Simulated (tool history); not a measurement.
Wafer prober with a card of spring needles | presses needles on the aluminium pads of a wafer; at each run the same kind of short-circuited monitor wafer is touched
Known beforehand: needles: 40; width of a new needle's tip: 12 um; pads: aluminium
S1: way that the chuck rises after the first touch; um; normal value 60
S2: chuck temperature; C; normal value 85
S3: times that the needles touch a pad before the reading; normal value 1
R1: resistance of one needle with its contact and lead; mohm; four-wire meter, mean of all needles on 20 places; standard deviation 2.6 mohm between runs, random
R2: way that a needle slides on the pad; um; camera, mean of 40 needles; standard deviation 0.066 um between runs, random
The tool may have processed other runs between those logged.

| run | hour | S1 | S2 | S3 | R1 | R2 |
|---|---|---|---|---|---|---|
| 1 | 0 | 60 | 85 | 1 | 307 | 12.89 |
|  | 2.1 | tips cleaned on abrasive film |
|  | 4.8 | tips cleaned on abrasive film |
|  | 7.6 | tips cleaned on abrasive film |
|  | 11 | tips cleaned on abrasive film |
|  | 13.7 | tips cleaned on abrasive film |
| 2 | 14.3 | 60 | 85 | 1 | 304 | 12.99 |
|  | 17 | tips cleaned on abrasive film |
|  | 19.8 | tips cleaned on abrasive film |
| 3 | 21 | 60 | 85 | 1 | 305 | 12.93 |
|  | 23.1 | tips cleaned on abrasive film |
|  | 25.9 | tips cleaned on abrasive film |
|  | 28.6 | tips cleaned on abrasive film |
| 4 | 28.8 | 60 | 85 | 1 | 304 | 13.01 |
|  | 31.6 | tips cleaned on abrasive film |
|  | 34.3 | tips cleaned on abrasive film |
|  | 37.1 | tips cleaned on abrasive film |
|  | 40.5 | tips cleaned on abrasive film |
| 5 | 41.7 | 60 | 85 | 1 | 308 | 12.85 |
|  | 43.8 | tips cleaned on abrasive film |
|  | 46.5 | tips cleaned on abrasive film |
|  | 49.3 | tips cleaned on abrasive film |
|  | 52.7 | tips cleaned on abrasive film |
|  | 55.5 | tips cleaned on abrasive film |
| 6 | 57.9 | 60 | 85 | 2 | 307 | 12.81 |
|  | 58.7 | tips cleaned on abrasive film |
|  | 61.5 | tips cleaned on abrasive film |
|  | 64.2 | tips cleaned on abrasive film |
|  | 67 | tips cleaned on abrasive film |
|  | 70.3 | tips cleaned on abrasive film |
| 7 | 71.1 | 60 | 85 | 2 | 307 | 12.85 |
|  | 73.1 | tips cleaned on abrasive film |
|  | 75.9 | tips cleaned on abrasive film |
|  | 79.3 | tips cleaned on abrasive film |
|  | 82.1 | tips cleaned on abrasive film |
| 8 | 82.1 | 60 | 85 | 2 | 304 | 13.05 |
|  | 84.9 | tips cleaned on abrasive film |
|  | 88.3 | tips cleaned on abrasive film |
|  | 91 | tips cleaned on abrasive film |
|  | 93.8 | tips cleaned on abrasive film |
|  | 95.4 | height of the first contact set anew |
| 9 | 95.5 | 60 | 85 | 1 | 306 | 13.03 |
|  | 97 | tips cleaned on abrasive film |
|  | 99.7 | tips cleaned on abrasive film |
|  | 102.5 | tips cleaned on abrasive film |
|  | 105.9 | tips cleaned on abrasive film |
| 10 | 106.9 | 60 | 85 | 1 | 307 | 13.02 |
|  | 109 | tips cleaned on abrasive film |
|  | 111.7 | tips cleaned on abrasive film |
|  | 114.5 | tips cleaned on abrasive film |
|  | 117.9 | tips cleaned on abrasive film |
|  | 120.6 | tips cleaned on abrasive film |
| 11 | 122.7 | 60 | 85 | 1 | 308 | 13.11 |
|  | 123.5 | tips cleaned on abrasive film |
|  | 126.3 | tips cleaned on abrasive film |
|  | 129.7 | tips cleaned on abrasive film |
|  | 132.4 | tips cleaned on abrasive film |
| 12 | 134 | 60 | 85 | 1 | 305 | 13.12 |
|  | 135.4 | tips cleaned on abrasive film |
|  | 138.2 | tips cleaned on abrasive film |
|  | 141.6 | tips cleaned on abrasive film |
|  | 144.3 | tips cleaned on abrasive film |
|  | 147.1 | tips cleaned on abrasive film |
| 13 | 148.8 | 60 | 85 | 1 | 312 | 13.18 |
|  | 150.3 | tips cleaned on abrasive film |
|  | 153 | tips cleaned on abrasive film |
|  | 155.7 | tips cleaned on abrasive film |
|  | 158.5 | tips cleaned on abrasive film |
| 14 | 159.3 | 60 | 85 | 1 | 309 | 13.1 |
|  | 161.4 | tips cleaned on abrasive film |
|  | 164.8 | tips cleaned on abrasive film |
|  | 168.2 | tips cleaned on abrasive film |
|  | 170.8 | gauge calibrated |
|  | 170.9 | tips cleaned on abrasive film |
| 15 | 173.1 | 60 | 85 | 1 | 309 | 12.9 |
|  | 173.8 | tips cleaned on abrasive film |
|  | 176.6 | tips cleaned on abrasive film |
|  | 180 | tips cleaned on abrasive film |
|  | 182.7 | tips cleaned on abrasive film |
| 16 | 184.9 | 60 | 85 | 1 | 308 | 12.85 |
|  | 185.7 | tips cleaned on abrasive film |
|  | 189.1 | tips cleaned on abrasive film |
|  | 191.8 | tips cleaned on abrasive film |
|  | 194.6 | tips cleaned on abrasive film |
|  | 197.3 | tips cleaned on abrasive film |
| 17 | 199.3 | 60 | 85 | 1 | 308 | 12.83 |
|  | 200.1 | tips cleaned on abrasive film |
|  | 202.8 | tips cleaned on abrasive film |
|  | 205.6 | tips cleaned on abrasive film |
|  | 209 | tips cleaned on abrasive film |
|  | 212.4 | tips cleaned on abrasive film |
| 18 | 213.7 | 59 | 70 | 2 | 306 | 12.67 |
|  | 215.2 | tips cleaned on abrasive film |
|  | 218.6 | tips cleaned on abrasive film |
|  | 221.4 | tips cleaned on abrasive film |
|  | 224.1 | tips cleaned on abrasive film |
|  | 226.9 | tips cleaned on abrasive film |
| 19 | 227.7 | 59 | 70 | 2 | 295 | 12.61 |
|  | 229.8 | tips cleaned on abrasive film |
|  | 233.2 | tips cleaned on abrasive film |
|  | 236 | tips cleaned on abrasive film |
| 20 | 238.1 | 62 | 85 | 1 | 306 | 13.25 |
|  | 238.9 | tips cleaned on abrasive film |
|  | 250.9 | card fitted with new needles |
|  | 253.6 | tips cleaned on abrasive film |
|  | 256.4 | tips cleaned on abrasive film |
|  | 259.1 | tips cleaned on abrasive film |
|  | 261.9 | tips cleaned on abrasive film |
| 21 | 263.9 | 43 | 85 | 1 | 319 | 9.3 |
|  | 264.6 | tips cleaned on abrasive film |
|  | 267.4 | tips cleaned on abrasive film |
|  | 270.1 | tips cleaned on abrasive film |
| 22 | 270.9 | 54 | 85 | 1 | 311 | 11.73 |
|  | 272.9 | tips cleaned on abrasive film |
|  | 275.7 | tips cleaned on abrasive film |
|  | 279.1 | tips cleaned on abrasive film |
|  | 281.8 | tips cleaned on abrasive film |
|  | 284.6 | tips cleaned on abrasive film |
| 23 | 287.1 | 54 | 85 | 1 | 313 | 11.75 |
|  | 287.9 | tips cleaned on abrasive film |
|  | 290.7 | tips cleaned on abrasive film |
|  | 294.1 | tips cleaned on abrasive film |
|  | 296.8 | tips cleaned on abrasive film |
|  | 299.8 | tips cleaned on abrasive film |
| 24 | 299.8 | 78 | 102 | 2 | 311 | 17.02 |
|  | 302.6 | tips cleaned on abrasive film |
|  | 305.3 | tips cleaned on abrasive film |
|  | 307.3 | gauge calibrated |
|  | 308 | tips cleaned on abrasive film |
| 25 | 308.6 | 63 | 27 | 2 | 285 | 13.63 |
|  | 311.3 | tips cleaned on abrasive film |
|  | 314.7 | tips cleaned on abrasive film |
|  | 317.4 | tips cleaned on abrasive film |
| 26 | 318.6 | 61 | 55 | 1 | 293 | 13.07 |

3 ways to go on from here, each from the tool as it stands after run 26. What would each give?
|  | 320.7 | tips cleaned on abrasive film |
|  | 323.4 | tips cleaned on abrasive film |
|  | 326.2 | tips cleaned on abrasive film |
| A | 326.8 | 40 | 55 | 2 | ? | ? |
|  | 320.7 | tips cleaned on abrasive film |
|  | 323.4 | tips cleaned on abrasive film |
|  | 326.2 | tips cleaned on abrasive film |
| B | 326.8 | 75 | 100 | 2 | ? | ? |
|  | 320.7 | tips cleaned on abrasive film |
|  | 323.4 | tips cleaned on abrasive film |
|  | 326.2 | tips cleaned on abrasive film |
| C | 326.8 | 45 | 58 | 1 | ? | ? |

| run | R1 | R2 |
|---|---|---|
| A | 307 | 8.51 |
| B | 306 | 16.22 |
| C | 308 | 9.72 |
Had the tool no hidden state, the same runs would have come out as:
| run | R1 | R2 |
|---|---|---|
| A | 307 | 8.48 |
| B | 306 | 16.18 |
| C | 308 | 9.69 |
